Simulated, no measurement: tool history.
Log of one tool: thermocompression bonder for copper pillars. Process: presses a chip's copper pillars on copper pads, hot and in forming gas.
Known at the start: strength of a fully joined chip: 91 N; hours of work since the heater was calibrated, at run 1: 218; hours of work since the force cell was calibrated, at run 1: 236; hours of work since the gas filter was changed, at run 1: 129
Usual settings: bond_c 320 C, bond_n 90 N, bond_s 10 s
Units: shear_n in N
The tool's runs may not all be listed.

| run | hour | bond_c | bond_n | bond_s | hours of work since the heater was calibrated | hours of work since the force cell was calibrated | hours of work since the gas filter was changed | shear_n |
|---|---|---|---|---|---|---|---|---|
| 1 | 0 | 320 | 90 | 10 | 218 | 236 | 129 | 52.3 |
| 2 | 5.5 | 320 | 90 | 10 | 222 | 239 | 132 | 52.2 |
| 3 | 10.5 | 320 | 90 | 10 | 225 | 243 | 136 | 52.5 |
| 4 | 17.6 | 320 | 118 | 10 | 229 | 247 | 140 | 57.3 |
| 5 | 26.3 | 320 | 118 | 10 | 235 | 253 | 146 | 57.7 |
| 6 | 33.9 | 320 | 118 | 10 | 240 | 258 | 151 | 57.5 |
| 7 | 39.8 | 296 | 90 | 10 | 244 | 262 | 155 | 41.3 |
|  | 42.8 | forming gas filter changed |
| 8 | 46.6 | 296 | 90 | 10 | 248 | 266 | 3 | 46.1 |
| 9 | 50.8 | 320 | 70 | 10 | 251 | 269 | 5 | 51.4 |
| 10 | 58.9 | 320 | 70 | 10 | 256 | 274 | 11 | 51.3 |
| 11 | 67.2 | 294 | 115 | 10 | 261 | 279 | 16 | 50.9 |
| 12 | 74 | 320 | 90 | 21 | 266 | 284 | 20 | 68.3 |
| 13 | 78.4 | 315 | 59 | 27 | 269 | 287 | 23 | 59.9 |
| 14 | 87.3 | 320 | 90 | 5 | 275 | 292 | 29 | 45 |
| 15 | 91.7 | 320 | 114 | 10 | 277 | 295 | 32 | 62.9 |
| 16 | 97.5 | 320 | 85 | 12 | 281 | 299 | 36 | 58.9 |
| 17 | 104.4 | 349 | 60 | 14 | 286 | 304 | 40 | 62.7 |

3 ways to go on from here, each from the tool as it stands after run 17. What would each give?
| A | 112.3 | 320 | 110 | 10 | 291 | 309 | 45 | ? |
| B | 112.3 | 326 | 60 | 14 | 291 | 309 | 45 | ? |
| C | 112.3 | 308 | 58 | 14 | 291 | 309 | 45 | ? |

| run | shear_n |
|---|---|
| A | 60.8 |
| B | 54.3 |
| C | 45.8 |
Without the tool's hidden state the same runs would have given:
| run | shear_n |
|---|---|
| A | 61.3 |
| B | 54.6 |
| C | 45.7 |
